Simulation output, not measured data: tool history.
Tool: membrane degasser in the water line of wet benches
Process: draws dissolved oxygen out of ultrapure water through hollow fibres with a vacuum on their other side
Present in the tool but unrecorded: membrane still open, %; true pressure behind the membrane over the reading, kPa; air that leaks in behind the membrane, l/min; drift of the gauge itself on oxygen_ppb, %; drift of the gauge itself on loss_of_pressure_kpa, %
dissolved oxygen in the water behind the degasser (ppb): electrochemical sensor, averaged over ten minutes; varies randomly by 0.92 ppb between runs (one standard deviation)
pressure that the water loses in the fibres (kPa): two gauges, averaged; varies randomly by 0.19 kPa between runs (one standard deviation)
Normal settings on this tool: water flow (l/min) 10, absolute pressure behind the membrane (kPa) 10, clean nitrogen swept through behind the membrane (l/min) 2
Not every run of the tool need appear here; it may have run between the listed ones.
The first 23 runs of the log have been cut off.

run	hour	water flow (l/min)	absolute pressure behind the membrane (kPa)	clean nitrogen swept through behind the membrane (l/min)	hours since the membrane was changed	hours since the vacuum gauge was calibrated	hours since the vacuum lines were made tight	dissolved oxygen in the water behind the degasser (ppb)	pressure that the water loses in the fibres (kPa)
24	3442.8	10	10	1.18	6255	3546	4738	141.8	37.01
25	3560	8	7.6	4.71	6372	3663	4856	19.6	29.53
26	3668.5	9	7.6	2.28	6481	3772	4964	44.2	33
27	3800.5	9	7.6	2.28	6612	3904	5096	44.3	32.88
28	3956.7	13	15.1	2	6769	4060	5252	201	48
# hour 4030.8: gauge calibrated
29	4069.4	14	11.1	0.95	6881	4173	5365	289.1	53.01
30	4268.5	9	13.4	2	7081	4372	5564	112.7	34.1
31	4406	9	13.4	2	7218	4509	5702	113.9	34.03
32	4582.8	14	13.4	2	7395	4686	5878	196.1	52.71

Below are 4 alternative next runs, each starting from the tool's condition after run 32. Predict each:
A	4698	14	13.4	1.18	7510	4801	5994	?	?
B	4698	9	22.9	2	7510	4801	5994	?	?
C	4698	14	11.4	1.31	7510	4801	5994	?	?
D	4698	10	9	3.65	7510	4801	5994	?	?

run	dissolved oxygen in the water behind the degasser (ppb)	pressure that the water loses in the fibres (kPa)
A	296.1	52.57
B	213.4	33.65
C	229.1	52.72
D	43.8	37.64
What these runs would have given with no unlogged condition in the tool:
run	dissolved oxygen in the water behind the degasser (ppb)	pressure that the water loses in the fibres (kPa)
A	295.8	52.78
B	213.2	33.78
C	228.9	52.93
D	43.7	37.8

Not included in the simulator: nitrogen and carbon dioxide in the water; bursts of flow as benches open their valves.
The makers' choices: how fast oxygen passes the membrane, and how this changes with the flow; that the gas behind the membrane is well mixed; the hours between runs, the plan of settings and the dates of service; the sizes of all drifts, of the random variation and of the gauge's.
